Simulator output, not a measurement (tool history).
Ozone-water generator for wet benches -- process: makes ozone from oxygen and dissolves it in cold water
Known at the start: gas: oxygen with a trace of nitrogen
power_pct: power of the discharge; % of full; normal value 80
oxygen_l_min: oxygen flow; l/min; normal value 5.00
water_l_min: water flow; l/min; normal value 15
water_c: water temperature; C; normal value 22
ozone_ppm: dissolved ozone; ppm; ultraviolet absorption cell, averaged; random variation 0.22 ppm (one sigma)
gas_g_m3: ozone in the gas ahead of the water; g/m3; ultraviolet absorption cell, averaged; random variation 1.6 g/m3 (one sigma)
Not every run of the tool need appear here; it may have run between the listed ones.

run 1 hour=0.0 | power_pct=80 oxygen_l_min=5.00 water_l_min=15 water_c=22 | ozone_ppm=32.4 gas_g_m3=293.1
run 2 hour=28.9 | power_pct=80 oxygen_l_min=5.00 water_l_min=15 water_c=22 | ozone_ppm=32.6 gas_g_m3=294.1
run 3 hour=57.1 | power_pct=80 oxygen_l_min=5.00 water_l_min=15 water_c=22 | ozone_ppm=32.6 gas_g_m3=297.3
run 4 hour=95.6 | power_pct=80 oxygen_l_min=5.00 water_l_min=15 water_c=22 | ozone_ppm=32.5 gas_g_m3=293.4
run 5 hour=122.9 | power_pct=45 oxygen_l_min=5.00 water_l_min=15 water_c=22 | ozone_ppm=21.8 gas_g_m3=193.6
run 6 hour=142.9 | power_pct=45 oxygen_l_min=5.00 water_l_min=15 water_c=22 | ozone_ppm=21.6 gas_g_m3=195.2
run 7 hour=163.8 | power_pct=45 oxygen_l_min=5.00 water_l_min=15 water_c=22 | ozone_ppm=21.7 gas_g_m3=194.5
run 8 hour=193.6 | power_pct=45 oxygen_l_min=5.00 water_l_min=15 water_c=22 | ozone_ppm=21.5 gas_g_m3=193.7
run 9 hour=235.2 | power_pct=45 oxygen_l_min=5.00 water_l_min=15 water_c=22 | ozone_ppm=21.7 gas_g_m3=194.0
run 10 hour=276.6 | power_pct=45 oxygen_l_min=5.00 water_l_min=15 water_c=22 | ozone_ppm=21.5 gas_g_m3=191.4
run 11 hour=295.5 | power_pct=45 oxygen_l_min=5.00 water_l_min=18 water_c=22 | ozone_ppm=18.5 gas_g_m3=194.4
run 12 hour=332.0 | power_pct=99 oxygen_l_min=5.00 water_l_min=18 water_c=22 | ozone_ppm=32.2 gas_g_m3=340.2
run 13 hour=372.3 | power_pct=99 oxygen_l_min=5.00 water_l_min=18 water_c=22 | ozone_ppm=32.4 gas_g_m3=338.7
run 14 hour=394.9 | power_pct=80 oxygen_l_min=5.00 water_l_min=15 water_c=22 | ozone_ppm=32.7 gas_g_m3=292.0
run 15 hour=421.2 | power_pct=80 oxygen_l_min=5.00 water_l_min=15 water_c=22 | ozone_ppm=32.3 gas_g_m3=291.8
run 16 hour=458.5 | power_pct=80 oxygen_l_min=5.00 water_l_min=15 water_c=22 | ozone_ppm=32.7 gas_g_m3=293.6
run 17 hour=490.6 | power_pct=80 oxygen_l_min=2.84 water_l_min=15 water_c=22 | ozone_ppm=29.7 gas_g_m3=350.2
run 18 hour=518.8 | power_pct=80 oxygen_l_min=4.66 water_l_min=18 water_c=22 | ozone_ppm=27.6 gas_g_m3=294.5
run 19 hour=538.1 | power_pct=92 oxygen_l_min=5.00 water_l_min=15 water_c=22 | ozone_ppm=35.8 gas_g_m3=322.2
run 20 hour=566.8 | power_pct=82 oxygen_l_min=3.26 water_l_min=15 water_c=23 | ozone_ppm=30.5 gas_g_m3=341.8
run 21 hour=601.5 | power_pct=82 oxygen_l_min=3.26 water_l_min=15 water_c=23 | ozone_ppm=30.6 gas_g_m3=341.3
run 22 hour=627.9 | power_pct=82 oxygen_l_min=3.26 water_l_min=15 water_c=23 | ozone_ppm=30.4 gas_g_m3=341.4
run 23 hour=666.9 | power_pct=90 oxygen_l_min=5.00 water_l_min=15 water_c=21 | ozone_ppm=35.9 gas_g_m3=311.4
run 24 hour=713.9 | power_pct=80 oxygen_l_min=5.00 water_l_min=15 water_c=16 | ozone_ppm=36.2 gas_g_m3=286.9
run 25 hour=742.2 | power_pct=57 oxygen_l_min=8.95 water_l_min=13 water_c=21 | ozone_ppm=29.6 gas_g_m3=184.6
run 26 hour=777.0 | power_pct=80 oxygen_l_min=7.81 water_l_min=15 water_c=22 | ozone_ppm=33.8 gas_g_m3=244.1
run 27 hour=797.0 | power_pct=47 oxygen_l_min=5.16 water_l_min=15 water_c=22 | ozone_ppm=22.6 gas_g_m3=194.1
run 28 hour=820.9 | power_pct=42 oxygen_l_min=3.53 water_l_min=13 water_c=15 | ozone_ppm=24.4 gas_g_m3=204.7
run 29 hour=840.4 | power_pct=90 oxygen_l_min=8.25 water_l_min=15 water_c=15 | ozone_ppm=42.4 gas_g_m3=262.9
run 30 hour=867.4 | power_pct=90 oxygen_l_min=8.25 water_l_min=15 water_c=15 | ozone_ppm=41.7 gas_g_m3=262.7
run 31 hour=907.4 | power_pct=80 oxygen_l_min=2.59 water_l_min=15 water_c=20 | ozone_ppm=29.3 gas_g_m3=358.8
run 32 hour=951.1 | power_pct=80 oxygen_l_min=2.59 water_l_min=15 water_c=20 | ozone_ppm=29.4 gas_g_m3=357.0
run 33 hour=981.2 | power_pct=80 oxygen_l_min=2.59 water_l_min=15 water_c=20 | ozone_ppm=29.5 gas_g_m3=357.2

Some steps in gas_g_m3 between neighbouring runs. How much of each would the tool show without its hidden state too (settings, what came in, random variation), and how much is left for the hidden state, with any gauge scatter that isn't in both results?
Hidden state at play: yield of the discharge, % of new electrodes'; contactor's efficiency, % of a clean one's; true water temperature over the reading, C; drift of the gauge itself on ozone_ppm, %; drift of the gauge itself on gas_g_m3, %.
Run 4 -> 5: power_pct 80 -> 45. gas_g_m3 -99.8 g/m3: hidden state +0.2, all else -100.0.
Run 11 -> 12: power_pct 45 -> 99. gas_g_m3 +145.8 g/m3: hidden state -1.7, all else +147.5.
Run 24 -> 25: power_pct 80 -> 57, oxygen_l_min 5.00 -> 8.95, water_l_min 15 -> 13, water_c 16 -> 21. gas_g_m3 -102.3 g/m3: hidden state +1.9, all else -104.2.
Run 30 -> 31: power_pct 90 -> 80, oxygen_l_min 8.25 -> 2.59, water_c 15 -> 20. gas_g_m3 +96.1 g/m3: hidden state -2.7, all else +98.8.
